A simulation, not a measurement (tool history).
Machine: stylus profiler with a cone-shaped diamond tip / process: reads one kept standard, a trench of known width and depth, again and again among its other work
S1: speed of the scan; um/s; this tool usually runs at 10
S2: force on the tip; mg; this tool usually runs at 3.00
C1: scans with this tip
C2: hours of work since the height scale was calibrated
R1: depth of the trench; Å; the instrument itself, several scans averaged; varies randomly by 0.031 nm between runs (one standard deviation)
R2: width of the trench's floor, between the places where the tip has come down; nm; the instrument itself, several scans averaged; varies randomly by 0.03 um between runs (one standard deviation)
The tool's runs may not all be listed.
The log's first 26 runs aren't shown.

| run | hour | S1 | S2 | C1 | C2 | R1 | R2 |
|---|---|---|---|---|---|---|---|
| 27 | 840.1 | 12 | 7.31 | 5344 | 105 | 1015.7 | 18520 |
| 28 | 865.2 | 36 | 1.68 | 5429 | 125 | 1006.0 | 18400 |
| 29 | 897.2 | 36 | 1.68 | 5538 | 150 | 1005.8 | 18410 |
| 30 | 918.8 | 3 | 2.81 | 5611 | 167 | 1008.6 | 18510 |
| 31 | 959.2 | 6 | 3.00 | 5748 | 200 | 1008.4 | 18510 |
| 32 | 1007.3 | 6 | 3.00 | 5912 | 238 | 1009.5 | 18480 |
| 33 | 1039.6 | 30 | 7.95 | 6022 | 264 | 1016.5 | 18500 |
| 34 | 1084.6 | 30 | 7.95 | 6174 | 300 | 1017.1 | 18470 |
| 35 | 1105.9 | 10 | 2.51 | 6246 | 317 | 1008.3 | 18490 |
| 36 | 1149.1 | 10 | 4.33 | 6393 | 351 | 1012.3 | 18490 |

The next listed run, before its measurement:
| 37 | 1184.0 | 25 | 1.38 | 6512 | 379 | ? | ? |

Run 37 yielded R1 1005.7 Å, R2 18410 nm.
Minus the tool's unlogged condition, the same run would have read R1 1004.9 Å, R2 18490 nm.
